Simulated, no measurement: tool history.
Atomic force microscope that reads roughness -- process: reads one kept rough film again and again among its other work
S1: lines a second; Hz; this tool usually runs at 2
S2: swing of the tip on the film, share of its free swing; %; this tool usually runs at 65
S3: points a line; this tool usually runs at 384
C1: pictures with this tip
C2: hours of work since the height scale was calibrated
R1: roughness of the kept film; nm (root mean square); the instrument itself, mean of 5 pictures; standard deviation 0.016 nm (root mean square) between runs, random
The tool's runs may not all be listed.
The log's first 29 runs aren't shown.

run 30 hour=564.4 | S1=1.57 S2=70 S3=812 | C1=344 C2=48 | R1=3.002
run 31 hour=576.9 | S1=2.58 S2=70 S3=812 | C1=375 C2=57 | R1=2.804
-- hour=579.6 new tip fitted
run 32 hour=591.3 | S1=2.58 S2=70 S3=812 | C1=29 C2=68 | R1=3.658
run 33 hour=606.5 | S1=1.64 S2=79 S3=776 | C1=67 C2=79 | R1=3.552
run 34 hour=622.8 | S1=3.93 S2=75 S3=384 | C1=107 C2=92 | R1=3.1
run 35 hour=648.3 | S1=1.08 S2=65 S3=409 | C1=170 C2=111 | R1=3.512
-- hour=668.8 height scale calibrated on a step standard, once more
run 36 hour=668.8 | S1=2 S2=67 S3=337 | C1=218 C2=0 | R1=3.175
run 37 hour=689.5 | S1=0.8 S2=65 S3=368 | C1=269 C2=16 | R1=3.219
run 38 hour=702.3 | S1=0.93 S2=56 S3=505 | C1=301 C2=25 | R1=3.185
run 39 hour=724.6 | S1=0.9 S2=57 S3=1021 | C1=356 C2=42 | R1=3.072
-- hour=734.3 new tip fitted
run 40 hour=748.1 | S1=1.75 S2=57 S3=1021 | C1=34 C2=60 | R1=3.897
run 41 hour=770.3 | S1=0.87 S2=57 S3=273 | C1=89 C2=77 | R1=3.71
run 42 hour=792.8 | S1=0.87 S2=57 S3=273 | C1=144 C2=94 | R1=3.534
run 43 hour=818.6 | S1=0.87 S2=61 S3=958 | C1=208 C2=113 | R1=3.382
run 44 hour=836.3 | S1=1.96 S2=88 S3=388 | C1=252 C2=127 | R1=2.725

Branching from run 44: 5 alternative next runs. What would each branch give?
run A hour=847.9 | S1=1.05 S2=60 S3=713 | C1=280 C2=136 | R1=?
run B hour=847.9 | S1=1.96 S2=88 S3=323 | C1=280 C2=136 | R1=?
run C hour=847.9 | S1=2 S2=65 S3=273 | C1=280 C2=136 | R1=?
run D hour=847.9 | S1=2.57 S2=65 S3=384 | C1=280 C2=136 | R1=?
run E hour=847.9 | S1=3.67 S2=76 S3=305 | C1=280 C2=136 | R1=?

run=A R1=3.198
run=B R1=2.673
run=C R1=3.013
run=D R1=2.989
run=E R1=2.634
Take away the tool's hidden state, keep each run's random variation, and the runs would have read:
run=A R1=4.072
run=B R1=3.403
run=C R1=3.837
run=D R1=3.804
run=E R1=3.351
